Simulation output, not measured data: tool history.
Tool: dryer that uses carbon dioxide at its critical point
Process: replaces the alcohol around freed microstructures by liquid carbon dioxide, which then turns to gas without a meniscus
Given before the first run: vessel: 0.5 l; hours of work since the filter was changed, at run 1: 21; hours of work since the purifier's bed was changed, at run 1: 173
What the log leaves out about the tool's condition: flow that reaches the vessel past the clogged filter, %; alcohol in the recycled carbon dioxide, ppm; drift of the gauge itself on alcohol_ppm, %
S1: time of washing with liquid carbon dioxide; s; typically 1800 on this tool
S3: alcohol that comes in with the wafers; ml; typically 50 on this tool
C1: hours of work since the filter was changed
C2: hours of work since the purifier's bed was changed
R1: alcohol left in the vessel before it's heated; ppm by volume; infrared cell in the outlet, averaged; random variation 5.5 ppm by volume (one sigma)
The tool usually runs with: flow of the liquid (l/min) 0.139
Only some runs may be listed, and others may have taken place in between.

Run 1, hour 0: usual settings; C1 21; C2 173. Result: R1 185 ppm by volume.
Run 2, hour 13.6: usual settings; C1 26; C2 178. Result: R1 196 ppm by volume.
Run 3, hour 20.4: usual settings; C1 28; C2 181. Result: R1 200 ppm by volume.
Run 4, hour 29.1: usual settings; C1 31; C2 184. Result: R1 184 ppm by volume.
Run 5, hour 41.1: usual settings but S3 64 ml; C1 35; C2 188. Result: R1 249 ppm by volume.
Run 6, hour 54.4: usual settings but S3 64 ml; C1 40; C2 193. Result: R1 253 ppm by volume.
Run 7, hour 61.2: usual settings; C1 43; C2 195. Result: R1 194 ppm by volume.
Run 8, hour 70.5: usual settings; C1 46; C2 198. Result: R1 210 ppm by volume.
Run 9, hour 84.2: usual settings but S1 2340 s, flow of the liquid (l/min) 0.093, S3 108 ml; C1 51; C2 203. Result: R1 847 ppm by volume.
Run 10, hour 97.3: usual settings but S1 1860 s; C1 56; C2 208. Result: R1 187 ppm by volume.
Run 11, hour 108.6: usual settings but S1 1860 s, S3 32 ml; C1 60; C2 212. Result: R1 128 ppm by volume.
Run 12, hour 118.1: usual settings but S1 2280 s, flow of the liquid (l/min) 0.104, S3 24 ml; C1 63; C2 215. Result: R1 149 ppm by volume.
Run 13, hour 126.6: usual settings but S1 2280 s, flow of the liquid (l/min) 0.104, S3 24 ml; C1 66; C2 218. Result: R1 148 ppm by volume.
Run 14, hour 135.8: usual settings but S1 1140 s, flow of the liquid (l/min) 0.094, S3 105 ml; C1 69; C2 222. Result: R1 13903 ppm by volume.
Run 15, hour 144.7: usual settings but S1 2160 s, flow of the liquid (l/min) 0.099, S3 44 ml; C1 72; C2 225. Result: R1 425 ppm by volume.

Alternative continuations, all from the tool just after run 15; predict every row:
Run A, hour 152.1: usual settings but S1 1260 s, S3 83 ml; C1 75; C2 228. Result: R1 ?.
Run B, hour 152.1: usual settings but S1 1500 s, flow of the liquid (l/min) 0.208, S3 47 ml; C1 75; C2 228. Result: R1 ?.
Run C, hour 152.1: usual settings but flow of the liquid (l/min) 0.13, S3 100 ml; C1 75; C2 228. Result: R1 ?.

run    R1
  A  2192
  B    81
  C   612
Take away the tool's hidden state, keep each run's random variation, and the runs would have read:
run    R1
  A  1814
  B    44
  C   464
